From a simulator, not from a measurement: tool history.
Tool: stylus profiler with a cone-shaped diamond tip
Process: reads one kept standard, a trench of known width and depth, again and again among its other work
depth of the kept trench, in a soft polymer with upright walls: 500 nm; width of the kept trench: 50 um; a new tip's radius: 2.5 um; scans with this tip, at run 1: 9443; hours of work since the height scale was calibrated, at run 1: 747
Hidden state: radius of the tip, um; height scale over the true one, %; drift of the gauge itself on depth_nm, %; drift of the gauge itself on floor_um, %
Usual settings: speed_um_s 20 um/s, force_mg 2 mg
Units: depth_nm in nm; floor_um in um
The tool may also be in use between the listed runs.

run    hour  speed_um_s  force_mg  scans with this tip  hours of work since the height scale was calibrated  depth_nm  floor_um
  1       0          20         2                 9443                                                  747    506.91     45.95
  2    49.2          20         2                 9609                                                  781    506.76     45.95
  3      81          20         2                 9716                                                  802    507.07        46
  4   132.7          20         2                 9890                                                  838    506.65     45.89
  5   181.2          20         2                10054                                                  871    506.95      45.9
  6   234.3          20         2                10233                                                  907     507.1     45.89
  7   286.9          20         2                10410                                                  943    507.08     45.93
  8     334          20         2                10569                                                  975    507.21     45.87
  9   399.5          20         2                10790                                                 1020    507.19     45.84
 10   444.7          20         2                10942                                                 1051    507.17     45.82
 11   483.3          20         2                11072                                                 1077     507.2     45.82
 12   550.6          20         2                11299                                                 1123    507.33     45.83
      582.2  -- height scale calibrated on a step standard
 13     586          20         2                11417                                                    3    505.89     45.74
 14   652.1          20         2                11640                                                   48    506.09     45.83
 15   705.4          32         2                11820                                                   84    506.02     45.79
 16     737          20         2                11926                                                  106    506.03     45.76
 17   775.1          20         2                12055                                                  132    505.88     45.75
 18   830.3          11         2                12240                                                  169    505.86      45.8
 19   894.8          11         2                12458                                                  213    506.11     45.77
 20   943.1          20         2                12621                                                  246    506.02     45.66
 21   993.5          20         2                12791                                                  281    506.22     45.72
 22  1026.1          20      1.63                12901                                                  303    505.47     45.64
 23  1079.8          20      1.63                13082                                                  340    505.63     45.66
 24  1134.5          20      1.63                13266                                                  377    505.79      45.6
 25  1193.3          20      1.63                13465                                                  417    505.54     45.61
 26  1232.2          13      4.78                13595                                                  444    510.97     45.66
 27  1274.8           5      2.23                13739                                                  473    506.98     45.65
 28    1339          57       1.4                13956                                                  517     505.2     45.52
 29  1381.1          13      2.94                14098                                                  545    508.37     45.58
 30    1417          41      4.53                14218                                                  570    510.78     45.51
 31  1450.7           7      5.74                14332                                                  593    512.67     45.59
 32  1482.9          63      2.63                14441                                                  615    507.74     45.41
 33  1519.9          63      2.63                14565                                                  640    507.91     45.47
 34  1558.1           6       3.8                14694                                                  666     509.6     45.58
 35  1612.2          67      3.46                14877                                                  703    509.16     45.46
 36    1669           8       0.9                15068                                                  742    503.99     45.48
 37  1724.4           8       0.9                15255                                                  780    504.17      45.5
 38  1764.4           8       0.9                15390                                                  807    504.22     45.48
 39  1827.1          14      1.42                15601                                                  850    505.44     45.49
 40  1875.6          20      4.46                15765                                                  883    511.13     45.48
 41  1942.5          35      3.18                15990                                                  928    508.85     45.41
 42  1984.4           9      0.88                16131                                                  957    504.37     45.42
 43  2021.5          74      1.53                16257                                                  982    505.96     45.31
 44  2077.2          74      1.53                16444                                                 1020    506.08     45.28
 45  2128.4          66      0.83                16617                                                 1055    504.27     45.21
 46  2168.6          66      0.83                16753                                                 1083    504.28     45.21

3 ways to go on from here, each from the tool as it stands after run 46. What would each give?
  A  2216.7          44      2.15                16915                                                 1116         ?         ?
  B  2216.7          33         2                16915                                                 1116         ?         ?
  C  2216.7           7      2.96                16915                                                 1116         ?         ?

run  depth_nm  floor_um
  A    507.27     45.27
  B    507.39     45.35
  C    509.04     45.41
Without the tool's hidden state the same runs would have given:
run  depth_nm  floor_um
  A    506.14     46.89
  B    506.27     46.97
  C    507.91     47.03
